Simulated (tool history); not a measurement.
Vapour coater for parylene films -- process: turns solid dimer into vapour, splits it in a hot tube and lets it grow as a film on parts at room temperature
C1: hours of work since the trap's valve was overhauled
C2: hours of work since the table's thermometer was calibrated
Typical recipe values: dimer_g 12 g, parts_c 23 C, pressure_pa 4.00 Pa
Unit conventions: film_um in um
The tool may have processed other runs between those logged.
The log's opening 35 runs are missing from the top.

{"run": 36, "day": 56.183, "dimer_g": 12, "parts_c": 18, "pressure_pa": 2.26, "C1": 84, "C2": 839, "film_um": 8.2}
{"run": 37, "day": 57.633, "dimer_g": 14, "parts_c": 21, "pressure_pa": 7.82, "C1": 114, "C2": 870, "film_um": 6.58}
{"run": 38, "day": 58.758, "dimer_g": 18, "parts_c": 21, "pressure_pa": 7.82, "C1": 138, "C2": 893, "film_um": 8.41}
{"run": 39, "day": 60.992, "dimer_g": 12, "parts_c": 31, "pressure_pa": 4.0, "C1": 185, "C2": 940, "film_um": 5.03}
{"run": 40, "day": 63.192, "dimer_g": 12, "parts_c": 31, "pressure_pa": 4.0, "C1": 232, "C2": 987, "film_um": 5.02}
{"run": 41, "day": 64.25, "dimer_g": 8, "parts_c": 21, "pressure_pa": 8.59, "C1": 254, "C2": 1009, "film_um": 3.52}
{"day": 65.988, "done": "trap's valve overhauled"}
{"run": 42, "day": 65.996, "dimer_g": 8, "parts_c": 21, "pressure_pa": 8.59, "C1": 0, "C2": 1043, "film_um": 3.83}
{"run": 43, "day": 67.342, "dimer_g": 7, "parts_c": 15, "pressure_pa": 7.14, "C1": 29, "C2": 1071, "film_um": 4.0}
{"run": 44, "day": 69.412, "dimer_g": 7, "parts_c": 15, "pressure_pa": 7.14, "C1": 72, "C2": 1115, "film_um": 3.91}
{"run": 45, "day": 70.492, "dimer_g": 7, "parts_c": 15, "pressure_pa": 7.14, "C1": 95, "C2": 1138, "film_um": 3.9}
{"run": 46, "day": 71.738, "dimer_g": 14, "parts_c": 15, "pressure_pa": 4.63, "C1": 122, "C2": 1164, "film_um": 8.62}

Branching from run 46: 3 alternative next runs. What would each branch give?
{"run": "A", "day": 73.333, "dimer_g": 14, "parts_c": 23, "pressure_pa": 5.09, "C1": 155, "C2": 1198, "film_um": "?"}
{"run": "B", "day": 73.333, "dimer_g": 6, "parts_c": 17, "pressure_pa": 2.16, "C1": 155, "C2": 1198, "film_um": "?"}
{"run": "C", "day": 73.333, "dimer_g": 13, "parts_c": 30, "pressure_pa": 3.82, "C1": 155, "C2": 1198, "film_um": "?"}

run=A film_um=6.87
run=B film_um=4.18
run=C film_um=5.84
Stripped of hidden state, with their random variation kept, the same runs would have yielded:
run=A film_um=7.09
run=B film_um=4.32
run=C film_um=6.02

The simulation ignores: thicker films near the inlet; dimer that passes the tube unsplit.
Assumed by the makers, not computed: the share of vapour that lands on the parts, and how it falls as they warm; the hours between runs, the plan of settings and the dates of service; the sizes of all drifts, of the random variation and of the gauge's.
